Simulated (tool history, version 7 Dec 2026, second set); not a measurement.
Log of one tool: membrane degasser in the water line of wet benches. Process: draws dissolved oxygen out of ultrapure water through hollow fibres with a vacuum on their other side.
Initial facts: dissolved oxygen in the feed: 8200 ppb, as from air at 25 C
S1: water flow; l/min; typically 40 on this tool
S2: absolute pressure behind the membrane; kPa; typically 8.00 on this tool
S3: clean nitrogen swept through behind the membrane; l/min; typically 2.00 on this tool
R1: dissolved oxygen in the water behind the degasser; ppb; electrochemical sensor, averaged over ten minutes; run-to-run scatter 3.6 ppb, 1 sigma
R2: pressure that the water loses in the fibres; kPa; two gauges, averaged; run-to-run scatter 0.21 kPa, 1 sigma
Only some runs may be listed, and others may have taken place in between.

run 1 hour=0.0 | S1=40 S2=8.00 S3=2.00 | R1=404.0 R2=52.95
run 2 hour=151.5 | S1=40 S2=9.37 S3=2.00 | R1=448.8 R2=53.11
run 3 hour=383.5 | S1=40 S2=10.76 S3=2.00 | R1=508.6 R2=53.26
run 4 hour=562.0 | S1=40 S2=10.76 S3=2.00 | R1=518.4 R2=53.61
run 5 hour=822.3 | S1=40 S2=10.76 S3=2.00 | R1=512.3 R2=53.72
run 6 hour=1005.2 | S1=40 S2=8.00 S3=2.00 | R1=409.6 R2=53.44
run 7 hour=1151.7 | S1=35 S2=8.00 S3=2.00 | R1=341.6 R2=46.69
run 8 hour=1338.6 | S1=35 S2=8.00 S3=2.00 | R1=334.5 R2=46.97
run 9 hour=1622.4 | S1=35 S2=8.00 S3=2.00 | R1=339.1 R2=46.80
run 10 hour=1818.2 | S1=35 S2=8.00 S3=5.27 | R1=232.3 R2=46.81
run 11 hour=2083.6 | S1=35 S2=8.00 S3=5.27 | R1=236.3 R2=46.92
run 12 hour=2336.7 | S1=40 S2=8.00 S3=2.00 | R1=419.7 R2=53.63
run 13 hour=2610.3 | S1=40 S2=8.00 S3=2.00 | R1=422.6 R2=53.87
run 14 hour=2812.2 | S1=25 S2=8.00 S3=2.00 | R1=206.4 R2=33.87
run 15 hour=3027.8 | S1=25 S2=8.00 S3=2.00 | R1=211.4 R2=33.69
run 16 hour=3299.8 | S1=25 S2=8.00 S3=2.00 | R1=212.0 R2=34.06
run 17 hour=3569.4 | S1=25 S2=8.00 S3=2.00 | R1=210.8 R2=34.30
run 18 hour=3713.0 | S1=25 S2=11.84 S3=2.49 | R1=278.1 R2=33.89
run 19 hour=3964.4 | S1=53 S2=5.32 S3=2.51 | R1=470.6 R2=72.72
run 20 hour=4227.1 | S1=40 S2=6.87 S3=2.00 | R1=385.5 R2=55.01
-- hour=4357.1 vacuum gauge calibrated
run 21 hour=4382.2 | S1=40 S2=6.87 S3=1.55 | R1=413.0 R2=54.84
run 22 hour=4624.9 | S1=40 S2=8.00 S3=3.01 | R1=368.6 R2=54.75
run 23 hour=4759.2 | S1=40 S2=5.37 S3=2.00 | R1=323.8 R2=54.67
run 24 hour=4991.3 | S1=52 S2=18.38 S3=2.00 | R1=1112.3 R2=71.69
-- hour=5075.6 seals of the vacuum lines changed
run 25 hour=5149.0 | S1=58 S2=8.90 S3=1.22 | R1=894.2 R2=80.15
run 26 hour=5306.7 | S1=40 S2=5.35 S3=3.47 | R1=283.0 R2=54.99
run 27 hour=5553.4 | S1=40 S2=8.78 S3=2.00 | R1=460.8 R2=55.25
run 28 hour=5740.3 | S1=39 S2=8.00 S3=1.60 | R1=467.5 R2=54.05
run 29 hour=5889.4 | S1=29 S2=10.74 S3=3.69 | R1=254.3 R2=40.13
run 30 hour=6077.4 | S1=29 S2=10.74 S3=3.69 | R1=258.1 R2=40.14
run 31 hour=6265.2 | S1=37 S2=5.69 S3=1.85 | R1=314.2 R2=51.32

4 ways to go on from here, each from the tool as it stands after run 31. What would each give?
run A hour=6548.4 | S1=26 S2=5.69 S3=1.85 | R1=? R2=?
run B hour=6548.4 | S1=48 S2=6.44 S3=5.87 | R1=? R2=?
run C hour=6548.4 | S1=40 S2=8.00 S3=1.51 | R1=? R2=?
run D hour=6548.4 | S1=54 S2=14.18 S3=2.00 | R1=? R2=?

run=A R1=172.1 R2=36.29
run=B R1=395.2 R2=66.58
run=C R1=496.6 R2=55.69
run=D R1=962.5 R2=75.70
Take away the tool's hidden state, keep each run's random variation, and the runs would have read:
run=A R1=134.2 R2=32.46
run=B R1=291.0 R2=59.54
run=C R1=418.1 R2=49.80
run=D R1=853.4 R2=67.71
